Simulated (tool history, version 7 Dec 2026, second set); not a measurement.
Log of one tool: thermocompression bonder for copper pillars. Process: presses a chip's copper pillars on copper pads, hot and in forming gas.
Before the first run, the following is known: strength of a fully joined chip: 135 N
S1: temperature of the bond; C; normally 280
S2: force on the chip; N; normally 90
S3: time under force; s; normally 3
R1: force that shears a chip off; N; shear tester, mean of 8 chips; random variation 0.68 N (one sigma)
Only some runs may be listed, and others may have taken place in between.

run 1 day=0 | S1=280 S2=90 S3=3 | R1=67.6
run 2 day=2.292 | S1=280 S2=90 S3=6 | R1=85.9
-- day=4.829 forming gas filter changed
run 3 day=4.829 | S1=280 S2=90 S3=6 | R1=86.9
run 4 day=6.767 | S1=280 S2=90 S3=3 | R1=69.5
run 5 day=8.008 | S1=280 S2=79 S3=3 | R1=64.2
run 6 day=10.196 | S1=280 S2=79 S3=3 | R1=64.7
-- day=10.404 force cell calibrated
run 7 day=11.879 | S1=280 S2=79 S3=3 | R1=64.8
run 8 day=13.412 | S1=280 S2=79 S3=3 | R1=64.8
run 9 day=15.658 | S1=280 S2=79 S3=3 | R1=63.9
run 10 day=17.162 | S1=277 S2=56 S3=4 | R1=56.5

Run 11 is up next; what results do you expect?
run 11 day=18.267 | S1=277 S2=56 S3=4 | R1=?

Run 11 yielded R1 56.2 N.
Take away the tool's hidden state, keep the run-to-run variation as it was, and the same run would have given R1 56.5 N.

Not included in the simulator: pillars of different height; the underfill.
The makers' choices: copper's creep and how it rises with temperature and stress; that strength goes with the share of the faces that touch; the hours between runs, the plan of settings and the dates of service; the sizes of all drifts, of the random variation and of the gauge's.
